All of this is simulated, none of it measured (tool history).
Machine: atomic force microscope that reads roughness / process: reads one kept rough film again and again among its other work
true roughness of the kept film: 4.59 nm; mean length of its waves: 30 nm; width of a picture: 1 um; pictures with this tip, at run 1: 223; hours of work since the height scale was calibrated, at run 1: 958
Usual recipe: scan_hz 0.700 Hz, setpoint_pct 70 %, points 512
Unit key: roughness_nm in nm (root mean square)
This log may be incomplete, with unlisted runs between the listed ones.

run,day,scan_hz,setpoint_pct,points,pictures with this tip,hours of work since the height scale was calibrated,roughness_nm
1,0.000,0.700,70,512,223,958,3.715
2,2.088,0.700,70,512,301,980,3.598
# day 3.046: new tip fitted
3,3.933,0.700,70,512,33,1000,3.981
4,5.592,0.700,70,275,95,1018,3.875
5,7.283,0.700,70,275,157,1036,3.799
6,8.896,0.700,70,275,218,1053,3.695
7,10.917,0.700,70,275,293,1075,3.583
# day 12.012: new tip fitted
8,13.275,0.700,70,676,47,1100,4.003
9,15.475,0.700,70,676,129,1123,3.851
10,17.458,0.700,70,693,203,1144,3.734
11,18.896,0.700,70,313,256,1160,3.622
12,20.600,0.700,70,512,319,1178,3.568
# day 21.033: new tip fitted
13,22.121,0.700,70,512,40,1194,4.008
14,24.212,0.700,70,512,118,1216,3.869
15,25.479,0.700,70,862,165,1230,3.791
16,27.321,3.995,64,265,234,1250,3.425
17,29.296,3.995,64,265,307,1271,3.338
# day 29.996: new tip fitted
18,31.775,3.995,64,265,66,1297,3.689
19,32.912,3.995,78,417,108,1309,3.372
20,35.021,0.630,59,395,187,1332,3.815
21,36.267,0.630,59,395,233,1345,3.743
22,38.200,0.630,60,945,305,1366,3.625
# day 38.971: new tip fitted
23,40.658,0.700,70,754,63,1392,3.961
24,42.208,0.700,70,426,121,1408,3.881
25,43.529,0.700,70,419,170,1423,3.765
26,45.692,0.700,67,623,250,1446,3.687
27,47.150,0.700,57,331,305,1461,3.619

Branching from run 27: 3 alternative next runs. What would each branch give?
# day 48.017: new tip fitted
A,48.471,2.535,82,557,17,1475,?
# day 48.017: new tip fitted
B,48.471,1.712,58,734,17,1475,?
# day 48.017: new tip fitted
C,48.471,2.194,85,512,17,1475,?

run,roughness_nm
A,3.625
B,4.064
C,3.615
What these runs would have given with no unlogged condition in the tool:
run,roughness_nm
A,3.640
B,4.081
C,3.629

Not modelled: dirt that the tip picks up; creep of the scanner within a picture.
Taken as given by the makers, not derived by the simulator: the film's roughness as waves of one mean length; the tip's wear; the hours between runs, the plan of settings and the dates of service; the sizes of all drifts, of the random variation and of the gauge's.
